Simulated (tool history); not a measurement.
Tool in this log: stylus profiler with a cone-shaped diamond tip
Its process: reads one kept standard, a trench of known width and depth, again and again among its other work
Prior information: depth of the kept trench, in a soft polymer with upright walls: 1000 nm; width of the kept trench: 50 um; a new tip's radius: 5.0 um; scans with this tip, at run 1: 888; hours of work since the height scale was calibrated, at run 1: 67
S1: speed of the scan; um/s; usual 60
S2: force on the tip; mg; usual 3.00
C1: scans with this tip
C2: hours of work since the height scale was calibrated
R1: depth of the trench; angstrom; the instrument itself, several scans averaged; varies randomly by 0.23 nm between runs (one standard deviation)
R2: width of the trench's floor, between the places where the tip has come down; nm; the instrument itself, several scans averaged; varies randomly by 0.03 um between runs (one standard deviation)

run	hour	S1	S2	C1	C2	R1	R2
1	0.0	60	3.00	888	67	10086.5	43370
2	46.6	60	3.00	1334	101	10087.0	43160
3	99.5	60	3.00	1840	139	10091.2	42890
4	180.5	60	3.00	2616	197	10089.1	42600
5	239.8	60	3.00	3184	240	10093.4	42280
6	280.0	60	3.00	3569	269	10096.1	42200
7	325.5	60	3.00	4005	302	10097.1	42020
8	377.4	60	3.00	4502	339	10100.6	41880
9	458.1	60	3.00	5275	398	10101.0	41540
10	517.4	60	4.19	5843	441	10124.8	41420
11	565.5	60	4.19	6303	475	10126.3	41280
12	639.1	60	4.19	7008	528	10134.3	41040
13	730.5	60	4.19	7883	594	10130.8	40750
14	770.4	60	4.19	8266	623	10132.5	40700
15	859.4	60	4.19	9118	688	10133.0	40340
16	930.8	60	4.19	9802	739	10138.4	40160
17	1007.5	60	3.25	10536	794	10121.7	39870

Run 18 is up next; what results do you expect?
# hour 1026.7: new tip fitted, height scale calibrated
18	1104.5	60	3.25	745	56	?	?

{"run 18": {"R1": 10091.0, "R2": 43430}}
With no hidden state in the tool, this same run would have given R1 10089.1 angstrom, R2 43640 nm.

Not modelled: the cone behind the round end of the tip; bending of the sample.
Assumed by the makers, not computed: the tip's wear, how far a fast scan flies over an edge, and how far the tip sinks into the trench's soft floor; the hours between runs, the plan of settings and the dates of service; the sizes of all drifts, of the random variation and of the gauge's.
